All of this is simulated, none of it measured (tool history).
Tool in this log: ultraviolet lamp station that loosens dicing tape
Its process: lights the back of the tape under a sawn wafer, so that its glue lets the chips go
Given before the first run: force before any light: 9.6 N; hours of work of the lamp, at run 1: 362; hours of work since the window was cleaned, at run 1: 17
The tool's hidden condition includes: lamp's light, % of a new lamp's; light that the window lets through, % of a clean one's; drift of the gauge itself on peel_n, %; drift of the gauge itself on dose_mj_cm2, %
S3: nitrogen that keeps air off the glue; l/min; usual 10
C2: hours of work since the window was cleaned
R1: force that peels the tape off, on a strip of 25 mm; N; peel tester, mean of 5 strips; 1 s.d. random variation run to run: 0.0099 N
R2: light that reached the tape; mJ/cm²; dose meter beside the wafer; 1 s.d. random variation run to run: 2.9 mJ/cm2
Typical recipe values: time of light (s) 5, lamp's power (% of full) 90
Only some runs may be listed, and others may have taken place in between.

run 1 day=0 | time_of_light_(s)=5 lamp's_power_(%_of_full)=90 S3=10 | hours_of_work_of_the_lamp=362 C2=17 | R1=0.542 R2=375
run 2 day=3.654 | time_of_light_(s)=5 lamp's_power_(%_of_full)=90 S3=13 | hours_of_work_of_the_lamp=431 C2=85 | R1=0.498 R2=358
run 3 day=6.55 | time_of_light_(s)=5 lamp's_power_(%_of_full)=90 S3=13 | hours_of_work_of_the_lamp=485 C2=140 | R1=0.534 R2=341
run 4 day=8.892 | time_of_light_(s)=5 lamp's_power_(%_of_full)=90 S3=13 | hours_of_work_of_the_lamp=529 C2=183 | R1=0.58 R2=333
-- day=11.521 window cleaned of glue's vapour
run 5 day=12.158 | time_of_light_(s)=5 lamp's_power_(%_of_full)=90 S3=13 | hours_of_work_of_the_lamp=590 C2=12 | R1=0.475 R2=359
run 6 day=15.942 | time_of_light_(s)=5 lamp's_power_(%_of_full)=90 S3=13 | hours_of_work_of_the_lamp=661 C2=83 | R1=0.564 R2=340
run 7 day=18.462 | time_of_light_(s)=5 lamp's_power_(%_of_full)=98 S3=10 | hours_of_work_of_the_lamp=708 C2=130 | R1=0.601 R2=360
run 8 day=20.921 | time_of_light_(s)=5 lamp's_power_(%_of_full)=90 S3=10 | hours_of_work_of_the_lamp=754 C2=176 | R1=0.781 R2=322
-- day=23.904 window cleaned of glue's vapour
run 9 day=24.917 | time_of_light_(s)=5 lamp's_power_(%_of_full)=90 S3=10 | hours_of_work_of_the_lamp=829 C2=19 | R1=0.712 R2=337
run 10 day=28.796 | time_of_light_(s)=5 lamp's_power_(%_of_full)=90 S3=10 | hours_of_work_of_the_lamp=901 C2=92 | R1=0.805 R2=318
run 11 day=32.462 | time_of_light_(s)=5 lamp's_power_(%_of_full)=90 S3=10 | hours_of_work_of_the_lamp=970 C2=161 | R1=0.902 R2=299
run 12 day=34.146 | time_of_light_(s)=5 lamp's_power_(%_of_full)=90 S3=10 | hours_of_work_of_the_lamp=1002 C2=192 | R1=0.925 R2=295
-- day=36.296 window cleaned of glue's vapour
run 13 day=36.858 | time_of_light_(s)=5 lamp's_power_(%_of_full)=90 S3=10 | hours_of_work_of_the_lamp=1052 C2=11 | R1=0.751 R2=321
run 14 day=39.979 | time_of_light_(s)=5 lamp's_power_(%_of_full)=90 S3=10 | hours_of_work_of_the_lamp=1111 C2=69 | R1=0.879 R2=311
run 15 day=41.75 | time_of_light_(s)=5 lamp's_power_(%_of_full)=90 S3=18 | hours_of_work_of_the_lamp=1144 C2=102 | R1=0.592 R2=298
run 16 day=43.429 | time_of_light_(s)=5 lamp's_power_(%_of_full)=90 S3=10 | hours_of_work_of_the_lamp=1175 C2=134 | R1=0.928 R2=296
run 17 day=45.175 | time_of_light_(s)=5 lamp's_power_(%_of_full)=90 S3=10 | hours_of_work_of_the_lamp=1208 C2=166 | R1=1.026 R2=290
run 18 day=46.825 | time_of_light_(s)=5 lamp's_power_(%_of_full)=90 S3=10 | hours_of_work_of_the_lamp=1239 C2=197 | R1=1.032 R2=278
-- day=48.696 window cleaned of glue's vapour
run 19 day=48.696 | time_of_light_(s)=5 lamp's_power_(%_of_full)=90 S3=10 | hours_of_work_of_the_lamp=1274 C2=0 | R1=0.886 R2=307
run 20 day=52.617 | time_of_light_(s)=5 lamp's_power_(%_of_full)=90 S3=10 | hours_of_work_of_the_lamp=1347 C2=74 | R1=0.969 R2=290
run 21 day=55.712 | time_of_light_(s)=5 lamp's_power_(%_of_full)=90 S3=10 | hours_of_work_of_the_lamp=1405 C2=132 | R1=1.074 R2=273
run 22 day=59.154 | time_of_light_(s)=3 lamp's_power_(%_of_full)=62 S3=13 | hours_of_work_of_the_lamp=1470 C2=196 | R1=3.711 R2=108
run 23 day=60.871 | time_of_light_(s)=3 lamp's_power_(%_of_full)=80 S3=3 | hours_of_work_of_the_lamp=1502 C2=228 | R1=4.89 R2=136
-- day=61.121 window cleaned of glue's vapour
run 24 day=63.558 | time_of_light_(s)=2 lamp's_power_(%_of_full)=83 S3=11 | hours_of_work_of_the_lamp=1552 C2=46 | R1=4.101 R2=102
run 25 day=66.525 | time_of_light_(s)=5 lamp's_power_(%_of_full)=76 S3=3 | hours_of_work_of_the_lamp=1608 C2=101 | R1=3.017 R2=218
run 26 day=69.317 | time_of_light_(s)=8 lamp's_power_(%_of_full)=64 S3=6 | hours_of_work_of_the_lamp=1660 C2=154 | R1=1.451 R2=289
run 27 day=72.633 | time_of_light_(s)=3 lamp's_power_(%_of_full)=98 S3=5 | hours_of_work_of_the_lamp=1722 C2=216 | R1=3.624 R2=154
-- day=73.675 window cleaned of glue's vapour
run 28 day=75.246 | time_of_light_(s)=9 lamp's_power_(%_of_full)=90 S3=3 | hours_of_work_of_the_lamp=1771 C2=30 | R1=0.991 R2=461
run 29 day=77.662 | time_of_light_(s)=7 lamp's_power_(%_of_full)=90 S3=3 | hours_of_work_of_the_lamp=1816 C2=75 | R1=1.749 R2=346
run 30 day=79.762 | time_of_light_(s)=5 lamp's_power_(%_of_full)=93 S3=10 | hours_of_work_of_the_lamp=1856 C2=114 | R1=1.285 R2=248
-- day=81.396 lamp changed
run 31 day=82.404 | time_of_light_(s)=3 lamp's_power_(%_of_full)=93 S3=6 | hours_of_work_of_the_lamp=19 C2=163 | R1=1.961 R2=237
run 32 day=84.721 | time_of_light_(s)=9 lamp's_power_(%_of_full)=93 S3=14 | hours_of_work_of_the_lamp=62 C2=206 | R1=0.134 R2=696
-- day=86.046 window cleaned of glue's vapour
run 33 day=86.742 | time_of_light_(s)=3 lamp's_power_(%_of_full)=93 S3=10 | hours_of_work_of_the_lamp=100 C2=13 | R1=1.321 R2=250
run 34 day=89.683 | time_of_light_(s)=3 lamp's_power_(%_of_full)=93 S3=10 | hours_of_work_of_the_lamp=155 C2=68 | R1=1.363 R2=246
run 35 day=91.729 | time_of_light_(s)=3 lamp's_power_(%_of_full)=93 S3=10 | hours_of_work_of_the_lamp=193 C2=107 | R1=1.493 R2=240
run 36 day=94.367 | time_of_light_(s)=3 lamp's_power_(%_of_full)=68 S3=16 | hours_of_work_of_the_lamp=243 C2=156 | R1=1.981 R2=168
run 37 day=96.646 | time_of_light_(s)=7 lamp's_power_(%_of_full)=80 S3=5 | hours_of_work_of_the_lamp=286 C2=199 | R1=0.697 R2=444
-- day=98.662 window cleaned of glue's vapour
run 38 day=99.067 | time_of_light_(s)=5 lamp's_power_(%_of_full)=76 S3=10 | hours_of_work_of_the_lamp=331 C2=8 | R1=0.757 R2=325
run 39 day=102.758 | time_of_light_(s)=9 lamp's_power_(%_of_full)=96 S3=10 | hours_of_work_of_the_lamp=400 C2=77 | R1=0.153 R2=703
run 40 day=105.892 | time_of_light_(s)=6 lamp's_power_(%_of_full)=71 S3=4 | hours_of_work_of_the_lamp=459 C2=136 | R1=1.467 R2=335

Each row is a separate what-if for the run after 40, all from the same tool condition, not one after another. Results?
run A day=107.542 | time_of_light_(s)=2 lamp's_power_(%_of_full)=77 S3=16 | hours_of_work_of_the_lamp=490 C2=167 | R1=? R2=?
run B day=107.542 | time_of_light_(s)=7 lamp's_power_(%_of_full)=65 S3=12 | hours_of_work_of_the_lamp=490 C2=167 | R1=? R2=?
run C day=107.542 | time_of_light_(s)=4 lamp's_power_(%_of_full)=90 S3=4 | hours_of_work_of_the_lamp=490 C2=167 | R1=? R2=?
run D day=107.542 | time_of_light_(s)=3 lamp's_power_(%_of_full)=98 S3=4 | hours_of_work_of_the_lamp=490 C2=167 | R1=? R2=?

run=A R1=3.083 R2=120
run=B R1=0.557 R2=354
run=C R1=1.996 R2=275
run=D R1=2.646 R2=223
With no hidden state in the tool, these same runs would have given:
run=A R1=2.472 R2=144
run=B R1=0.358 R2=424
run=C R1=1.482 R2=330
run=D R1=2.063 R2=268
